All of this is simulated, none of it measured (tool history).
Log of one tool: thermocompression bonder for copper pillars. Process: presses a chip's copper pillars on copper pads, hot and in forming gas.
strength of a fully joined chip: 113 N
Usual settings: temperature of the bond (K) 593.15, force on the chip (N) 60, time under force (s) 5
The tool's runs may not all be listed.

run   hour  temperature of the bond (K)  force on the chip (N)  time under force (s)  force that shears a chip off (N)
  1      0                       593.15                     60                     5                              50.5
  2   22.7                       593.15                     60                     5                              50.4
  3   47.1                       595.15                     60                     5                              51.2
      64.3  -- forming gas filter changed
  4   81.4                       593.15                     60                     5                                52
  5  105.2                       593.15                     48                     5                              39.9
  6  121.2                       593.15                     38                     5                                30
  7  142.5                       593.15                     38                     5                              30.3
  8    170                       593.15                     50                     5                              42.2
  9    184                       593.15                     50                     5                              42.3
 10  201.9                       593.15                     50                     5                              41.9
 11    224                       593.15                     50                     5                              42.3
 12  246.4                       593.15                     50                     7                              47.8
 13  275.2                       593.15                     50                     7                              48.1
 14  289.9                       589.15                     50                     7                              45.9
 15  317.1                       589.15                     50                     6                              43.3
 16  340.1                       605.15                     85                     6                              82.1
 17    355                       574.15                     85                     6                              64.5
 18    386                       574.15                     85                     6                              64.8
 19  419.3                       582.15                     85                     3                              55.3

Forecast each of these 3 alternatives for the next run:
       427  -- forming gas filter changed
  A  445.5                       585.15                     60                     5                                 ?
       427  -- forming gas filter changed
  B  445.5                       582.15                     85                    13                                 ?
       427  -- forming gas filter changed
  C  445.5                       590.15                     37                     7                                 ?

run  force that shears a chip off (N)
  A                              48.8
  B                              86.7
  C                              33.3
Without the tool's hidden state the same runs would have given:
run  force that shears a chip off (N)
  A                                48
  B                              85.9
  C                              32.7
